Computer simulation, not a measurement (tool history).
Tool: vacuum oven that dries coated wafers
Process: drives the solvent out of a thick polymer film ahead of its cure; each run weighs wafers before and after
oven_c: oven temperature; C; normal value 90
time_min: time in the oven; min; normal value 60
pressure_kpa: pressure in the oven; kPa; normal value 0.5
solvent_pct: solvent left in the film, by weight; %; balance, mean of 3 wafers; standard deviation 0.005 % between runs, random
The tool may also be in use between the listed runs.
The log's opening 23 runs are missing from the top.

run	hour	oven_c	time_min	pressure_kpa	solvent_pct
24	469.2	90	60	1.108	1.541
25	480.3	88	84	1.348	1.23
26	501.3	101	31	0.257	1.229
27	512.8	98	60	0.5	0.462
28	538.7	90	60	0.252	1.262
29	555.6	81	60	1.635	3.733
30	566.5	81	60	1.635	3.737
31	583.2	76	75	0.737	3.842
32	598.1	94	49	1.854	1.603
33	622.8	94	49	1.854	1.6
34	636.3	103	49	0.527	0.364
35	647.1	101	107	0.5	0.19
36	660.3	101	107	0.5	0.192
37	685.6	83	47	0.276	3.608
38	710.9	83	47	0.276	3.619
39	725.9	78	88	0.751	2.73
40	742.8	78	88	0.751	2.729
41	754.7	90	68	0.503	1.054
42	776.6	104	57	0.32	0.219
43	798.1	104	57	0.32	0.208
44	810	104	48	0.915	0.421
45	835	89	47	0.287	2.167
46	848.4	89	47	0.287	2.169
47	869.3	77	73	0.273	3.461
# hour 893.4: oven's thermocouples calibrated
48	897.8	79	60	0.323	4.129

Consider 3 possible next runs. They are alternatives, not a sequence: every one starts from the tool as it was left by run 48. What does each give?
A	910.4	79	36	0.954	?
B	910.4	90	44	0.604	?
C	910.4	80	98	0.309	?

run	solvent_pct
A	6.315
B	2.625
C	2.059
Had the tool no hidden state, the same runs would have come out as:
run	solvent_pct
A	6.244
B	2.557
C	1.934
